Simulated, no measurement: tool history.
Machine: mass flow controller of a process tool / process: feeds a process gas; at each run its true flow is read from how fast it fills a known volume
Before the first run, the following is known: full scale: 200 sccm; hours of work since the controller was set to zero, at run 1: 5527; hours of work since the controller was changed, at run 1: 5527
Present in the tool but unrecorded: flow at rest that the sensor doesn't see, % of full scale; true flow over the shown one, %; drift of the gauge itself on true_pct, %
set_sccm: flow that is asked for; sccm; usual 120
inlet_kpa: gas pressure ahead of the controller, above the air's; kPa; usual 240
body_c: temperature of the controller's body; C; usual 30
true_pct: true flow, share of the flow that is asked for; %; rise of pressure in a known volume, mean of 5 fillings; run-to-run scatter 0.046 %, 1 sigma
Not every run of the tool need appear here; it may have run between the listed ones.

run     day  set_sccm  inlet_kpa  body_c  hours of work since the controller was set to zero  hours of work since the controller was changed  true_pct
  1       0       120        240      30                                                5527                                            5527     98.37
  2   1.621       120        240      30                                                5546                                            5546     98.41
  3   4.096       120        240      30                                                5574                                            5574     98.28
      5.712  -- controller exchanged for a calibrated one
  4   5.875       120        144      30                                                   2                                               2     99.15
  5   7.542       120        240      30                                                  21                                              21     98.59
  6   9.733       120        240      30                                                  46                                              46     98.54
  7  12.288       120        240      30                                                  75                                              75     98.63
  8  14.796       120        240      30                                                 104                                             104     98.56
  9  16.967       120        240      30                                                 129                                             129     98.59
 10  19.571       120        240      30                                                 159                                             159     98.55
 11  21.108       120        240      30                                                 176                                             176     98.62
 12   23.35       120        240      30                                                 202                                             202     98.54
 13  25.679        38        240      30                                                 229                                             229     98.12
 14  28.029        80        220      28                                                 256                                             256     98.67
 15  31.038        80        230      36                                                 290                                             290     97.77
 16  33.992       100        240      29                                                 324                                             324     98.53
 17  35.879       165        240      30                                                 346                                             346     98.93
 18  37.738        39        257      30                                                 367                                             367     98.14
 19  40.138       120        240      32                                                 395                                             395     98.37
 20  43.508        63        250      21                                                 433                                             433     99.06
 21  46.625        63        250      21                                                 469                                             469     99.07
 22  49.146        25        157      37                                                 498                                             498     98.38
 23  50.504        74        177      40                                                 513                                             513     97.72
 24  53.179        67        164      36                                                 544                                             544     98.15
 25  54.983       120        240      23                                                 565                                             565     99.11
 26  57.367       120        240      23                                                 592                                             592     99.22

Below are 4 alternative next runs, each starting from the tool's condition after run 26. Predict each:
  A  60.221       120        181      31                                                 625                                             625         ?
  B  60.221        22        182      27                                                 625                                             625         ?
  C  60.221        23        189      32                                                 625                                             625         ?
  D  60.221        38        240      29                                                 625                                             625         ?

run  true_pct
  A     98.79
  B     99.53
  C     99.01
  D     98.47
Stripped of hidden state, with their random variation kept, the same runs would have yielded:
run  true_pct
  A     98.87
  B     98.48
  C     98.02
  D        98
